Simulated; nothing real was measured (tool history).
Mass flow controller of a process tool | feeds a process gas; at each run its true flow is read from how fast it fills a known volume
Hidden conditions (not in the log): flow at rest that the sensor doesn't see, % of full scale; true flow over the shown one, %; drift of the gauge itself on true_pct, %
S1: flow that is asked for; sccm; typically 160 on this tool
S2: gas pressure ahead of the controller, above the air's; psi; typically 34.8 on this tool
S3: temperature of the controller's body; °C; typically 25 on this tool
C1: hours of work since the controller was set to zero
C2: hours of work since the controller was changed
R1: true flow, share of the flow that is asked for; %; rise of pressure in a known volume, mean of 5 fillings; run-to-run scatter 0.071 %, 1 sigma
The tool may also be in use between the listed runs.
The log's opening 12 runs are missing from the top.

{"run": 13, "day": 29.496, "S1": 160, "S2": 34.8, "S3": 20, "C1": 4473, "C2": 4473, "R1": 99.67}
{"run": 14, "day": 31.158, "S1": 160, "S2": 34.8, "S3": 20, "C1": 4488, "C2": 4488, "R1": 99.51}
{"run": 15, "day": 33.008, "S1": 160, "S2": 34.8, "S3": 20, "C1": 4506, "C2": 4506, "R1": 99.53}
{"run": 16, "day": 36.225, "S1": 160, "S2": 34.8, "S3": 25, "C1": 4536, "C2": 4536, "R1": 99.68}
{"run": 17, "day": 38.042, "S1": 160, "S2": 34.8, "S3": 25, "C1": 4553, "C2": 4553, "R1": 99.58}
{"run": 18, "day": 41.488, "S1": 160, "S2": 34.8, "S3": 25, "C1": 4585, "C2": 4585, "R1": 99.63}
{"run": 19, "day": 44.875, "S1": 160, "S2": 34.8, "S3": 22, "C1": 4616, "C2": 4616, "R1": 99.58}
{"run": 20, "day": 48.579, "S1": 160, "S2": 34.8, "S3": 30, "C1": 4651, "C2": 4651, "R1": 99.9}
{"run": 21, "day": 51.371, "S1": 160, "S2": 34.8, "S3": 30, "C1": 4677, "C2": 4677, "R1": 99.8}
{"run": 22, "day": 54.429, "S1": 160, "S2": 34.8, "S3": 30, "C1": 4705, "C2": 4705, "R1": 99.81}
{"run": 23, "day": 56.242, "S1": 160, "S2": 34.8, "S3": 30, "C1": 4722, "C2": 4722, "R1": 99.85}
{"run": 24, "day": 57.921, "S1": 105, "S2": 34.8, "S3": 22, "C1": 4738, "C2": 4738, "R1": 98.93}
{"run": 25, "day": 61.171, "S1": 60, "S2": 34.8, "S3": 33, "C1": 4768, "C2": 4768, "R1": 98.57}
{"run": 26, "day": 63.262, "S1": 160, "S2": 29.2, "S3": 25, "C1": 4788, "C2": 4788, "R1": 99.4}
{"run": 27, "day": 66.104, "S1": 160, "S2": 29.2, "S3": 39, "C1": 4814, "C2": 4814, "R1": 99.84}
{"run": 28, "day": 69.379, "S1": 160, "S2": 26, "S3": 34, "C1": 4845, "C2": 4845, "R1": 99.56}

Run 29 has not been measured yet. What should we expect?
{"run": 29, "day": 72.25, "S1": 77, "S2": 26, "S3": 34, "C1": 4872, "C2": 4872, "R1": "?"}

Run 29 gave R1 98.5 %.
Without the tool's hidden state the same run would have given R1 98.52 %.
